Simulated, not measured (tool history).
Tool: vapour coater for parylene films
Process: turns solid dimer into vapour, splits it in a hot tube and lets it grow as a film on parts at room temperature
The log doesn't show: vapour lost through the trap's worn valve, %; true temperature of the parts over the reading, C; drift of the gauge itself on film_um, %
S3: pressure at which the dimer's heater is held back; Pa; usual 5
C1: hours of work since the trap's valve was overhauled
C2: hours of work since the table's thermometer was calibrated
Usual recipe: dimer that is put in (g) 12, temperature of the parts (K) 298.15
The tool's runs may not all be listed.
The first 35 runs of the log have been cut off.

{"run": 36, "hour": 869.3, "dimer that is put in (g)": 7, "temperature of the parts (K)": 294.15, "S3": 2.21, "C1": 26, "C2": 924, "thickness of the film (nm)": 2120}
{"run": 37, "hour": 895.9, "dimer that is put in (g)": 7, "temperature of the parts (K)": 294.15, "S3": 2.21, "C1": 44, "C2": 943, "thickness of the film (nm)": 2160}
{"run": 38, "hour": 913.2, "dimer that is put in (g)": 12, "temperature of the parts (K)": 298.15, "S3": 3.92, "C1": 56, "C2": 954, "thickness of the film (nm)": 2980}
{"run": 39, "hour": 947.2, "dimer that is put in (g)": 6, "temperature of the parts (K)": 298.15, "S3": 2.4, "C1": 79, "C2": 978, "thickness of the film (nm)": 1650}
{"run": 40, "hour": 966.0, "dimer that is put in (g)": 10, "temperature of the parts (K)": 298.15, "S3": 2.4, "C1": 92, "C2": 991, "thickness of the film (nm)": 2680}
{"run": 41, "hour": 984.8, "dimer that is put in (g)": 5, "temperature of the parts (K)": 298.15, "S3": 9.27, "C1": 105, "C2": 1003, "thickness of the film (nm)": 1050}
{"run": 42, "hour": 999.9, "dimer that is put in (g)": 5, "temperature of the parts (K)": 298.15, "S3": 9.27, "C1": 115, "C2": 1014, "thickness of the film (nm)": 1040}
{"run": 43, "hour": 1029.2, "dimer that is put in (g)": 5, "temperature of the parts (K)": 298.15, "S3": 9.27, "C1": 135, "C2": 1034, "thickness of the film (nm)": 1040}
{"run": 44, "hour": 1050.4, "dimer that is put in (g)": 12, "temperature of the parts (K)": 297.15, "S3": 5.97, "C1": 149, "C2": 1048, "thickness of the film (nm)": 2740}
{"run": 45, "hour": 1077.0, "dimer that is put in (g)": 5, "temperature of the parts (K)": 294.15, "S3": 7.92, "C1": 168, "C2": 1067, "thickness of the film (nm)": 1180}
{"run": 46, "hour": 1106.6, "dimer that is put in (g)": 20, "temperature of the parts (K)": 302.15, "S3": 3.94, "C1": 188, "C2": 1087, "thickness of the film (nm)": 4390}
{"run": 47, "hour": 1138.6, "dimer that is put in (g)": 14, "temperature of the parts (K)": 300.15, "S3": 5.78, "C1": 210, "C2": 1109, "thickness of the film (nm)": 2970}

Forecast each of these 3 alternatives for the next run:
{"run": "A", "hour": 1163.0, "dimer that is put in (g)": 8, "temperature of the parts (K)": 299.15, "S3": 5.13, "C1": 226, "C2": 1125, "thickness of the film (nm)": "?"}
{"run": "B", "hour": 1163.0, "dimer that is put in (g)": 15, "temperature of the parts (K)": 305.15, "S3": 5.63, "C1": 226, "C2": 1125, "thickness of the film (nm)": "?"}
{"run": "C", "hour": 1163.0, "dimer that is put in (g)": 15, "temperature of the parts (K)": 298.15, "S3": 2.69, "C1": 226, "C2": 1125, "thickness of the film (nm)": "?"}

run=A thickness_of_the_film_(nm)=1760
run=B thickness_of_the_film_(nm)=2820
run=C thickness_of_the_film_(nm)=3850
Stripped of hidden state, with their random variation kept, the same runs would have yielded:
run=A thickness_of_the_film_(nm)=1860
run=B thickness_of_the_film_(nm)=2980
run=C thickness_of_the_film_(nm)=4060

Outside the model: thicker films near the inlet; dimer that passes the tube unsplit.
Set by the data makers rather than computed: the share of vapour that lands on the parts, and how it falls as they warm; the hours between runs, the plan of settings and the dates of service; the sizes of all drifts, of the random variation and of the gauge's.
